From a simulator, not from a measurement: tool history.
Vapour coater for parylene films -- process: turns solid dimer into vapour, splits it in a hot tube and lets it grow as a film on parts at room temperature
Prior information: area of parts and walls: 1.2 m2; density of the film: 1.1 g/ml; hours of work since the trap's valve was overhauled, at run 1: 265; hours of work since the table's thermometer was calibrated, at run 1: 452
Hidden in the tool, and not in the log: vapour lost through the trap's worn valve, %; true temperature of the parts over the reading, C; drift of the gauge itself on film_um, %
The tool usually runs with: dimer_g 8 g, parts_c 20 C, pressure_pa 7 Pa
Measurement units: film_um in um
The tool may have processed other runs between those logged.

run,day,dimer_g,parts_c,pressure_pa,hours of work since the trap's valve was overhauled,hours of work since the table's thermometer was calibrated,film_um
1,0,8,20,7,265,452,3.61
2,1.096,8,20,7,288,475,3.6
3,1.854,8,20,2.44,304,491,4.29
# day 2.992: trap's valve overhauled
4,3.288,8,20,7,6,518,3.81
5,4.546,8,20,7,33,545,3.83
6,5.454,8,20,7,53,565,3.79
7,6.167,8,20,2.29,68,580,4.57
8,7.388,8,20,2.29,94,606,4.53
9,8.092,8,20,2.29,109,621,4.53
10,8.929,8,20,9.72,127,639,3.51
11,10.062,8,20,7,151,663,3.68
12,11.054,8,20,7,173,685,3.67
13,12.304,8,20,7,199,711,3.66
14,13.579,8,15,7,227,739,3.91
15,14.462,8,20,3.48,245,757,4.07
16,15.6,8,20,7,270,782,3.55
17,16.417,8,20,7,287,799,3.54
18,17.625,8,20,7,313,825,3.56
# day 18.321: trap's valve overhauled
19,18.742,8,20,7,9,845,3.8
20,19.812,5,18,7,32,868,2.45
21,20.375,5,18,7,44,880,2.45
22,21.471,3,14,7.49,67,904,1.51
23,22.746,3,28,4.53,95,931,1.32
24,23.554,8,32,7.29,112,948,3
25,24.312,8,24,10.36,128,965,3.2
26,25.046,8,15,4.73,144,980,4.28
27,25.95,8,20,4.73,163,1000,3.88
28,27.217,8,20,4.73,190,1027,3.92
29,27.762,9,16,4.06,202,1038,4.77
30,29.029,5,20,7,229,1066,2.25
31,29.917,5,31,11.58,248,1085,1.69
32,31.054,5,27,3.3,272,1109,2.26
33,32.029,5,19,2.09,293,1130,2.79
# day 32.604: table's thermometer calibrated
34,33.179,9,20,7,317,12,4.02
# day 33.667: trap's valve overhauled
35,34.475,5,20,5.32,17,36,2.53
36,35.771,10,13,4.78,45,64,5.77
37,36.812,7,18,7,67,86,3.45

Pick out some run-to-run changes in film_um. Of each, how much would a tool without hidden state show as well, from the settings, what came in and chance, and how much is left for the hidden state and any gauge scatter not in both results compared?
Run 3 -> 4: pressure_pa 2.44 -> 7, trap's valve overhauled. film_um -0.48 um: hidden state +0.33, all else -0.81.
Run 18 -> 19: trap's valve overhauled. film_um +0.24 um: hidden state +0.29, all else -0.05.
Run 29 -> 30: dimer_g 9 -> 5, parts_c 16 -> 20, pressure_pa 4.06 -> 7. film_um -2.52 um: hidden state +0.18, all else -2.7.
Run 34 -> 35: dimer_g 9 -> 5, pressure_pa 7 -> 5.32, trap's valve overhauled. film_um -1.49 um: hidden state +0.36, all else -1.85.
Run 35 -> 36: dimer_g 5 -> 10, parts_c 20 -> 13, pressure_pa 5.32 -> 4.78. film_um +3.24 um: hidden state -0.05, all else +3.29.
Run 36 -> 37: dimer_g 10 -> 7, parts_c 13 -> 18, pressure_pa 4.78 -> 7. film_um -2.32 um: hidden state -0.01, all else -2.31.
